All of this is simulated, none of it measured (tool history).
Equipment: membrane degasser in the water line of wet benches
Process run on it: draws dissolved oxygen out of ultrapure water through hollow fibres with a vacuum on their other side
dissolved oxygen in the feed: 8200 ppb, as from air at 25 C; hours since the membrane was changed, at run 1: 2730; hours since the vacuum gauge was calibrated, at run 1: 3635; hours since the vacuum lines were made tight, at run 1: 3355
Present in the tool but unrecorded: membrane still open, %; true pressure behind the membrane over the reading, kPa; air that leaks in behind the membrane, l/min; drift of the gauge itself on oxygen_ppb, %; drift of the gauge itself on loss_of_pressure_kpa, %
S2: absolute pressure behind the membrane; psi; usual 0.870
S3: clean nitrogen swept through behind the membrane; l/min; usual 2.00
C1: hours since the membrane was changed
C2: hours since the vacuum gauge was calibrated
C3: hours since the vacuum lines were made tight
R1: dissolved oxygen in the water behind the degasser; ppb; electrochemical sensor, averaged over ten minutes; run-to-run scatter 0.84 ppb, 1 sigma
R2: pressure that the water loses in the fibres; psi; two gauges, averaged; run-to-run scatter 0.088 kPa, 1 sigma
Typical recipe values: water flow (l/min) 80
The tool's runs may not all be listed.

{"run": 1, "hour": 0.0, "water flow (l/min)": 80, "S2": 0.87, "S3": 2.0, "C1": 2730, "C2": 3635, "C3": 3355, "R1": 234.5, "R2": 4.144}
{"run": 2, "hour": 107.3, "water flow (l/min)": 80, "S2": 0.87, "S3": 2.0, "C1": 2837, "C2": 3743, "C3": 3463, "R1": 234.5, "R2": 4.129}
{"run": 3, "hour": 193.6, "water flow (l/min)": 96, "S2": 0.87, "S3": 2.0, "C1": 2923, "C2": 3829, "C3": 3549, "R1": 273.9, "R2": 4.982}
{"run": 4, "hour": 264.6, "water flow (l/min)": 96, "S2": 0.87, "S3": 2.0, "C1": 2994, "C2": 3900, "C3": 3620, "R1": 275.6, "R2": 4.969}
{"run": 5, "hour": 317.0, "water flow (l/min)": 63, "S2": 0.87, "S3": 2.0, "C1": 3047, "C2": 3952, "C3": 3672, "R1": 192.1, "R2": 3.255}
{"run": 6, "hour": 368.2, "water flow (l/min)": 63, "S2": 0.87, "S3": 2.0, "C1": 3098, "C2": 4003, "C3": 3724, "R1": 191.3, "R2": 3.263}
{"run": 7, "hour": 468.2, "water flow (l/min)": 80, "S2": 0.87, "S3": 2.0, "C1": 3198, "C2": 4103, "C3": 3824, "R1": 235.3, "R2": 4.131}
{"run": 8, "hour": 580.4, "water flow (l/min)": 80, "S2": 0.87, "S3": 2.0, "C1": 3310, "C2": 4216, "C3": 3936, "R1": 233.6, "R2": 4.135}
{"run": 9, "hour": 632.5, "water flow (l/min)": 80, "S2": 0.87, "S3": 2.0, "C1": 3362, "C2": 4268, "C3": 3988, "R1": 235.7, "R2": 4.151}
{"run": 10, "hour": 709.9, "water flow (l/min)": 80, "S2": 0.844, "S3": 2.0, "C1": 3439, "C2": 4345, "C3": 4065, "R1": 223.0, "R2": 4.15}
{"run": 11, "hour": 782.8, "water flow (l/min)": 80, "S2": 0.844, "S3": 2.0, "C1": 3512, "C2": 4418, "C3": 4138, "R1": 221.0, "R2": 4.155}
{"run": 12, "hour": 849.3, "water flow (l/min)": 80, "S2": 0.844, "S3": 2.0, "C1": 3579, "C2": 4485, "C3": 4205, "R1": 222.9, "R2": 4.164}
{"run": 13, "hour": 927.9, "water flow (l/min)": 80, "S2": 0.844, "S3": 2.0, "C1": 3657, "C2": 4563, "C3": 4283, "R1": 221.6, "R2": 4.154}
{"run": 14, "hour": 1009.5, "water flow (l/min)": 80, "S2": 0.844, "S3": 2.0, "C1": 3739, "C2": 4645, "C3": 4365, "R1": 222.8, "R2": 4.168}
{"run": 15, "hour": 1072.9, "water flow (l/min)": 80, "S2": 0.844, "S3": 2.0, "C1": 3802, "C2": 4708, "C3": 4428, "R1": 222.4, "R2": 4.135}
{"run": 16, "hour": 1140.0, "water flow (l/min)": 72, "S2": 1.288, "S3": 2.0, "C1": 3870, "C2": 4775, "C3": 4495, "R1": 413.6, "R2": 3.727}
{"run": 17, "hour": 1195.7, "water flow (l/min)": 80, "S2": 1.337, "S3": 3.12, "C1": 3925, "C2": 4831, "C3": 4551, "R1": 335.1, "R2": 4.148}
{"run": 18, "hour": 1274.1, "water flow (l/min)": 80, "S2": 0.632, "S3": 1.65, "C1": 4004, "C2": 4909, "C3": 4629, "R1": 126.5, "R2": 4.154}
{"run": 19, "hour": 1368.6, "water flow (l/min)": 80, "S2": 0.632, "S3": 1.65, "C1": 4098, "C2": 5004, "C3": 4724, "R1": 126.1, "R2": 4.176}
{"run": 20, "hour": 1453.6, "water flow (l/min)": 80, "S2": 0.632, "S3": 1.65, "C1": 4183, "C2": 5089, "C3": 4809, "R1": 126.6, "R2": 4.163}
{"run": 21, "hour": 1555.5, "water flow (l/min)": 64, "S2": 0.83, "S3": 1.48, "C1": 4285, "C2": 5191, "C3": 4911, "R1": 225.2, "R2": 3.337}
{"run": 22, "hour": 1660.7, "water flow (l/min)": 64, "S2": 0.83, "S3": 0.83, "C1": 4390, "C2": 5296, "C3": 5016, "R1": 340.7, "R2": 3.332}
{"run": 23, "hour": 1730.7, "water flow (l/min)": 64, "S2": 0.83, "S3": 3.68, "C1": 4460, "C2": 5366, "C3": 5086, "R1": 107.5, "R2": 3.311}
{"run": 24, "hour": 1800.3, "water flow (l/min)": 87, "S2": 0.529, "S3": 1.17, "C1": 4530, "C2": 5436, "C3": 5156, "R1": 84.3, "R2": 4.525}
{"run": 25, "hour": 1889.3, "water flow (l/min)": 87, "S2": 0.529, "S3": 1.17, "C1": 4619, "C2": 5525, "C3": 5245, "R1": 84.4, "R2": 4.521}
{"run": 26, "hour": 1983.9, "water flow (l/min)": 100, "S2": 1.131, "S3": 2.87, "C1": 4713, "C2": 5619, "C3": 5339, "R1": 345.8, "R2": 5.21}
{"run": 27, "hour": 2050.3, "water flow (l/min)": 100, "S2": 0.812, "S3": 2.87, "C1": 4780, "C2": 5686, "C3": 5406, "R1": 194.0, "R2": 5.191}
{"run": 28, "hour": 2104.3, "water flow (l/min)": 61, "S2": 1.957, "S3": 2.87, "C1": 4834, "C2": 5740, "C3": 5460, "R1": 473.0, "R2": 3.195}

4 options for the next run, each taken on its own from the tool as it stands now. Forecast them:
{"run": "A", "hour": 2213.4, "water flow (l/min)": 120, "S2": 0.87, "S3": 2.0, "C1": 4943, "C2": 5849, "C3": 5569, "R1": "?", "R2": "?"}
{"run": "B", "hour": 2213.4, "water flow (l/min)": 108, "S2": 1.687, "S3": 3.39, "C1": 4943, "C2": 5849, "C3": 5569, "R1": "?", "R2": "?"}
{"run": "C", "hour": 2213.4, "water flow (l/min)": 71, "S2": 0.547, "S3": 2.19, "C1": 4943, "C2": 5849, "C3": 5569, "R1": "?", "R2": "?"}
{"run": "D", "hour": 2213.4, "water flow (l/min)": 61, "S2": 1.957, "S3": 1.79, "C1": 4943, "C2": 5849, "C3": 5569, "R1": "?", "R2": "?"}

run=A R1=336.5 R2=6.261
run=B R1=556.8 R2=5.619
run=C R1=53.7 R2=3.687
run=D R1=684.9 R2=3.191
Take away the tool's hidden state, keep each run's random variation, and the runs would have read:
run=A R1=319.6 R2=6.189
run=B R1=546.4 R2=5.553
run=C R1=43.2 R2=3.645
run=D R1=674.9 R2=3.153

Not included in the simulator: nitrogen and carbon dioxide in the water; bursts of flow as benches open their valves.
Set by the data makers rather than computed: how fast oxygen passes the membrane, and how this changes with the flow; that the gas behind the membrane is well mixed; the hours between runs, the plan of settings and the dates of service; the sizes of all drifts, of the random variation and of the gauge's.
